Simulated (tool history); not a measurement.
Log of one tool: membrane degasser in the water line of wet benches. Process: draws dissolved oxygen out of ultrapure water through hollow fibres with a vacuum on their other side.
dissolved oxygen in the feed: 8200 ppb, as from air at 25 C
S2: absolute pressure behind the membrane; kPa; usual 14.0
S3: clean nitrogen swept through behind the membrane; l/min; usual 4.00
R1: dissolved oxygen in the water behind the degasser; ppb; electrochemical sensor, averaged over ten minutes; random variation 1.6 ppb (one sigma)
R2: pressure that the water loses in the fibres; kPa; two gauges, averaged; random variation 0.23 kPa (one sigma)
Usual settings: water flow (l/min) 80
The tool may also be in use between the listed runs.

{"run": 1, "hour": 0.0, "water flow (l/min)": 80, "S2": 14.0, "S3": 4.0, "R1": 461.0, "R2": 59.34}
{"run": 2, "hour": 272.1, "water flow (l/min)": 80, "S2": 14.0, "S3": 4.0, "R1": 461.6, "R2": 59.02}
{"run": 3, "hour": 416.3, "water flow (l/min)": 80, "S2": 14.0, "S3": 4.0, "R1": 460.6, "R2": 59.16}
{"run": 4, "hour": 630.1, "water flow (l/min)": 80, "S2": 14.0, "S3": 4.0, "R1": 463.5, "R2": 59.29}
{"run": 5, "hour": 870.5, "water flow (l/min)": 80, "S2": 14.0, "S3": 4.0, "R1": 463.2, "R2": 58.89}
{"run": 6, "hour": 1099.3, "water flow (l/min)": 80, "S2": 14.0, "S3": 4.0, "R1": 465.7, "R2": 59.13}
{"run": 7, "hour": 1347.8, "water flow (l/min)": 80, "S2": 14.0, "S3": 4.0, "R1": 464.5, "R2": 58.98}
{"run": 8, "hour": 1592.3, "water flow (l/min)": 80, "S2": 14.0, "S3": 4.0, "R1": 465.7, "R2": 59.21}
{"run": 9, "hour": 1754.1, "water flow (l/min)": 80, "S2": 14.0, "S3": 4.0, "R1": 464.5, "R2": 59.45}
{"run": 10, "hour": 2005.5, "water flow (l/min)": 80, "S2": 31.9, "S3": 5.56, "R1": 879.2, "R2": 59.48}
{"run": 11, "hour": 2273.7, "water flow (l/min)": 80, "S2": 31.9, "S3": 5.56, "R1": 875.9, "R2": 59.34}
{"run": 12, "hour": 2405.5, "water flow (l/min)": 86, "S2": 19.9, "S3": 1.69, "R1": 1424.7, "R2": 63.65}
{"hour": 2512.0, "done": "seals of the vacuum lines changed"}
{"run": 13, "hour": 2694.2, "water flow (l/min)": 80, "S2": 9.7, "S3": 3.39, "R1": 330.9, "R2": 59.03}
{"run": 14, "hour": 2876.0, "water flow (l/min)": 102, "S2": 9.7, "S3": 11.2, "R1": 151.4, "R2": 75.51}
{"run": 15, "hour": 3045.6, "water flow (l/min)": 115, "S2": 14.0, "S3": 6.68, "R1": 427.3, "R2": 84.86}
{"run": 16, "hour": 3213.3, "water flow (l/min)": 83, "S2": 10.0, "S3": 11.14, "R1": 125.9, "R2": 61.63}
{"run": 17, "hour": 3407.7, "water flow (l/min)": 78, "S2": 17.0, "S3": 9.22, "R1": 279.1, "R2": 57.45}

Forecast each of these 3 alternatives for the next run:
{"run": "A", "hour": 3591.6, "water flow (l/min)": 49, "S2": 13.1, "S3": 3.11, "R1": "?", "R2": "?"}
{"run": "B", "hour": 3591.6, "water flow (l/min)": 123, "S2": 15.9, "S3": 9.22, "R1": "?", "R2": "?"}
{"run": "C", "hour": 3591.6, "water flow (l/min)": 79, "S2": 14.0, "S3": 9.04, "R1": "?", "R2": "?"}

run=A R1=351.2 R2=36.25
run=B R1=405.3 R2=90.54
run=C R1=226.7 R2=58.34
Without the tool's hidden state the same runs would have given:
run=A R1=343.5 R2=36.23
run=B R1=396.5 R2=90.48
run=C R1=221.7 R2=58.30
